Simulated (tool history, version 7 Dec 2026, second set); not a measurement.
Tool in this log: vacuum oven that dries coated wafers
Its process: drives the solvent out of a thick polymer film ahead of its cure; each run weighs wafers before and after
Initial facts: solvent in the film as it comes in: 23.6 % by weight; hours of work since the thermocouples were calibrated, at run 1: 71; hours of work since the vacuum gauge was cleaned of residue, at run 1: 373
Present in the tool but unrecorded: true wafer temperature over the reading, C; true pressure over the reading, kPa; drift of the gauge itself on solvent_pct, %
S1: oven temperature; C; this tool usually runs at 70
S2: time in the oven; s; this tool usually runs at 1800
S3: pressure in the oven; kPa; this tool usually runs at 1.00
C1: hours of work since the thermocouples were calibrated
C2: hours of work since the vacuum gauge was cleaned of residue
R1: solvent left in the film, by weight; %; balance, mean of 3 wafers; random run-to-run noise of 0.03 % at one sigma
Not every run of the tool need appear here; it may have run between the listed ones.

run 1 hour=0.0 | S1=70 S2=1800 S3=1.00 | C1=71 C2=373 | R1=1.62
run 2 hour=23.4 | S1=70 S2=1800 S3=1.00 | C1=81 C2=383 | R1=1.61
run 3 hour=39.6 | S1=70 S2=1800 S3=1.00 | C1=88 C2=391 | R1=1.59
run 4 hour=58.5 | S1=70 S2=1020 S3=1.00 | C1=97 C2=399 | R1=3.86
run 5 hour=75.5 | S1=70 S2=1020 S3=1.00 | C1=104 C2=406 | R1=3.88
run 6 hour=98.2 | S1=70 S2=1020 S3=1.00 | C1=114 C2=416 | R1=3.85
run 7 hour=119.1 | S1=70 S2=1020 S3=1.00 | C1=123 C2=426 | R1=3.82
run 8 hour=141.6 | S1=70 S2=1020 S3=1.00 | C1=133 C2=435 | R1=3.81
run 9 hour=162.5 | S1=70 S2=1800 S3=1.00 | C1=143 C2=445 | R1=1.61
run 10 hour=182.0 | S1=70 S2=3120 S3=1.00 | C1=151 C2=453 | R1=0.93
run 11 hour=195.0 | S1=70 S2=3120 S3=1.00 | C1=157 C2=459 | R1=0.97
run 12 hour=208.2 | S1=70 S2=3120 S3=1.00 | C1=163 C2=465 | R1=0.97
run 13 hour=221.5 | S1=70 S2=3120 S3=1.00 | C1=169 C2=471 | R1=0.94
run 14 hour=240.8 | S1=70 S2=2040 S3=1.00 | C1=177 C2=479 | R1=1.33
run 15 hour=265.1 | S1=70 S2=2040 S3=1.00 | C1=188 C2=490 | R1=1.33
run 16 hour=280.1 | S1=70 S2=1800 S3=1.00 | C1=194 C2=496 | R1=1.60
run 17 hour=304.1 | S1=70 S2=1800 S3=1.00 | C1=205 C2=507 | R1=1.62
run 18 hour=326.9 | S1=70 S2=2040 S3=1.00 | C1=215 C2=517 | R1=1.33
run 19 hour=349.2 | S1=77 S2=1800 S3=1.00 | C1=225 C2=527 | R1=0.82
run 20 hour=370.6 | S1=81 S2=2040 S3=1.00 | C1=234 C2=536 | R1=0.55
run 21 hour=385.6 | S1=81 S2=2040 S3=1.00 | C1=241 C2=543 | R1=0.60
run 22 hour=402.2 | S1=81 S2=2040 S3=1.00 | C1=248 C2=550 | R1=0.62
run 23 hour=417.2 | S1=69 S2=1260 S3=2.83 | C1=255 C2=557 | R1=4.30
run 24 hour=441.1 | S1=70 S2=1020 S3=1.35 | C1=265 C2=567 | R1=4.02
run 25 hour=460.8 | S1=71 S2=3000 S3=0.87 | C1=274 C2=576 | R1=0.78
-- hour=464.8 oven's thermocouples calibrated
run 26 hour=486.1 | S1=71 S2=2220 S3=1.05 | C1=9 C2=586 | R1=1.17
run 27 hour=511.7 | S1=71 S2=2220 S3=1.05 | C1=21 C2=597 | R1=1.18
run 28 hour=530.1 | S1=79 S2=1800 S3=0.63 | C1=29 C2=606 | R1=0.47
run 29 hour=544.6 | S1=72 S2=1800 S3=3.26 | C1=35 C2=612 | R1=2.80
run 30 hour=556.7 | S1=72 S2=1800 S3=3.26 | C1=40 C2=617 | R1=2.91
run 31 hour=573.5 | S1=60 S2=1980 S3=0.63 | C1=48 C2=625 | R1=3.13
run 32 hour=585.1 | S1=60 S2=1980 S3=0.63 | C1=53 C2=630 | R1=3.11
-- hour=588.9 oven's thermocouples calibrated, once more
run 33 hour=604.1 | S1=58 S2=1980 S3=1.02 | C1=7 C2=637 | R1=4.48
run 34 hour=627.5 | S1=58 S2=3120 S3=1.02 | C1=17 C2=648 | R1=2.62
run 35 hour=638.5 | S1=76 S2=1380 S3=0.90 | C1=22 C2=652 | R1=1.30
run 36 hour=659.2 | S1=59 S2=2640 S3=0.97 | C1=31 C2=662 | R1=2.84
run 37 hour=671.5 | S1=59 S2=2640 S3=0.97 | C1=36 C2=667 | R1=2.79

Across each entry between runs, compare the hidden state at the last listed run before it with the hidden state at the first listed run after it:
Between runs 25 and 26: oven's thermocouples calibrated (hour 464.8)
  true wafer temperature over the reading, C: 0.15 -> 0.22; true pressure over the reading, kPa: 0.159 -> 0.162
  measured value less the no-hidden-state value, R1: +0.11 -> +0.09 %
Between runs 32 and 33: oven's thermocouples calibrated, once more (hour 588.9)
  true wafer temperature over the reading, C: 0.3 -> -0.42; true pressure over the reading, kPa: 0.175 -> 0.177
  measured value less the no-hidden-state value, R1: +0.10 -> +0.35 %
